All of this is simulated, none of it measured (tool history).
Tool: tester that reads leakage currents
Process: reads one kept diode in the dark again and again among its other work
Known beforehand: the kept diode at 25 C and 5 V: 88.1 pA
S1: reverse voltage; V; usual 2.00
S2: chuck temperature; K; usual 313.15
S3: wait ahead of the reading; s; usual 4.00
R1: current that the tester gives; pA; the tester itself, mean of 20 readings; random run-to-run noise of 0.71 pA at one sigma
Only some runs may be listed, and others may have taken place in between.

run	hour	S1	S2	S3	R1
1	0.0	2.00	313.15	4.00	284.85
2	23.8	2.00	313.15	4.00	284.86
3	66.0	2.00	313.15	4.00	286.61
4	95.1	2.00	313.15	4.00	285.74
5	118.4	2.00	313.15	4.00	285.99
# hour 143.1: tester calibrated
6	143.5	2.00	313.15	1.21	284.85
7	189.1	2.00	313.15	1.21	286.26
8	218.7	1.91	305.15	1.21	137.86
9	251.3	2.03	297.15	0.59	67.27
10	278.7	2.03	297.15	0.59	67.56
11	309.5	2.03	297.15	0.59	67.09
12	346.2	3.90	301.15	3.21	133.59

5 options for the next run, each taken on its own from the tool as it stands now. Forecast them:
A	395.5	2.00	294.15	4.00	?
B	395.5	16.37	298.15	0.84	?
C	395.5	6.76	304.15	1.86	?
D	395.5	1.57	310.15	4.00	?
E	395.5	1.92	301.15	3.21	?

run	R1
A	50.04
B	197.22
C	227.93
D	199.51
E	96.34
What these runs would have given with no unlogged condition in the tool:
run	R1
A	38.99
B	152.44
C	181.05
D	161.08
E	76.42

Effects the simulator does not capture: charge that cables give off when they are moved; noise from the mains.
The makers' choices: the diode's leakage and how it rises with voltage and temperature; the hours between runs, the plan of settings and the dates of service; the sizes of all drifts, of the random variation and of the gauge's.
